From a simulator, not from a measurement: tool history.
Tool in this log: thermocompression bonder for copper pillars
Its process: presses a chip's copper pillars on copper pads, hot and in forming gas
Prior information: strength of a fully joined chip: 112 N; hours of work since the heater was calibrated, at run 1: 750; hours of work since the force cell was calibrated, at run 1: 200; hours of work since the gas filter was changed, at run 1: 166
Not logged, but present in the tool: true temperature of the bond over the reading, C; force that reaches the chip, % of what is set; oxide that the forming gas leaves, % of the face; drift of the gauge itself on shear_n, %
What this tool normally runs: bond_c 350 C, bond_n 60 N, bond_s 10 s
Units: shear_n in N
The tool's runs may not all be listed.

| run | hour | bond_c | bond_n | bond_s | hours of work since the heater was calibrated | hours of work since the force cell was calibrated | hours of work since the gas filter was changed | shear_n |
|---|---|---|---|---|---|---|---|---|
| 1 | 0.0 | 350 | 60 | 10 | 750 | 200 | 166 | 68.9 |
| 2 | 26.9 | 350 | 60 | 10 | 761 | 211 | 177 | 68.9 |
|  | 40.1 | forming gas filter changed |
| 3 | 54.2 | 350 | 60 | 10 | 773 | 223 | 6 | 75.8 |
| 4 | 67.9 | 350 | 60 | 10 | 779 | 229 | 12 | 75.7 |
| 5 | 95.4 | 350 | 60 | 10 | 791 | 241 | 24 | 74.6 |
| 6 | 116.6 | 350 | 60 | 10 | 800 | 250 | 33 | 73.5 |
| 7 | 140.6 | 350 | 60 | 10 | 811 | 260 | 44 | 74.3 |
| 8 | 164.3 | 350 | 60 | 10 | 821 | 271 | 54 | 73.0 |
| 9 | 177.3 | 350 | 60 | 10 | 827 | 276 | 60 | 74.9 |
| 10 | 195.9 | 350 | 62 | 10 | 835 | 284 | 68 | 74.9 |
| 11 | 221.0 | 350 | 62 | 10 | 846 | 295 | 79 | 74.5 |
| 12 | 234.0 | 350 | 62 | 10 | 851 | 301 | 84 | 74.2 |
| 13 | 256.7 | 366 | 45 | 13 | 861 | 311 | 94 | 69.3 |
| 14 | 270.6 | 346 | 60 | 8 | 867 | 317 | 100 | 65.9 |
| 15 | 291.7 | 346 | 60 | 27 | 876 | 326 | 109 | 87.7 |
| 16 | 314.0 | 351 | 46 | 6 | 886 | 336 | 119 | 47.8 |
| 17 | 326.9 | 351 | 55 | 12 | 892 | 341 | 125 | 70.3 |

Below are 5 alternative next runs, each starting from the tool's condition after run 17. Predict each:
| A | 346.5 | 335 | 40 | 10 | 900 | 350 | 133 | ? |
| B | 346.5 | 356 | 56 | 29 | 900 | 350 | 133 | ? |
| C | 346.5 | 328 | 60 | 10 | 900 | 350 | 133 | ? |
| D | 346.5 | 360 | 41 | 17 | 900 | 350 | 133 | ? |
| E | 346.5 | 351 | 48 | 12 | 900 | 350 | 133 | ? |

| run | shear_n |
|---|---|
| A | 42.9 |
| B | 87.7 |
| C | 59.0 |
| D | 65.4 |
| E | 62.8 |
Take away the tool's hidden state, keep each run's random variation, and the runs would have read:
| run | shear_n |
|---|---|
| A | 41.4 |
| B | 90.4 |
| C | 57.9 |
| D | 65.2 |
| E | 62.3 |

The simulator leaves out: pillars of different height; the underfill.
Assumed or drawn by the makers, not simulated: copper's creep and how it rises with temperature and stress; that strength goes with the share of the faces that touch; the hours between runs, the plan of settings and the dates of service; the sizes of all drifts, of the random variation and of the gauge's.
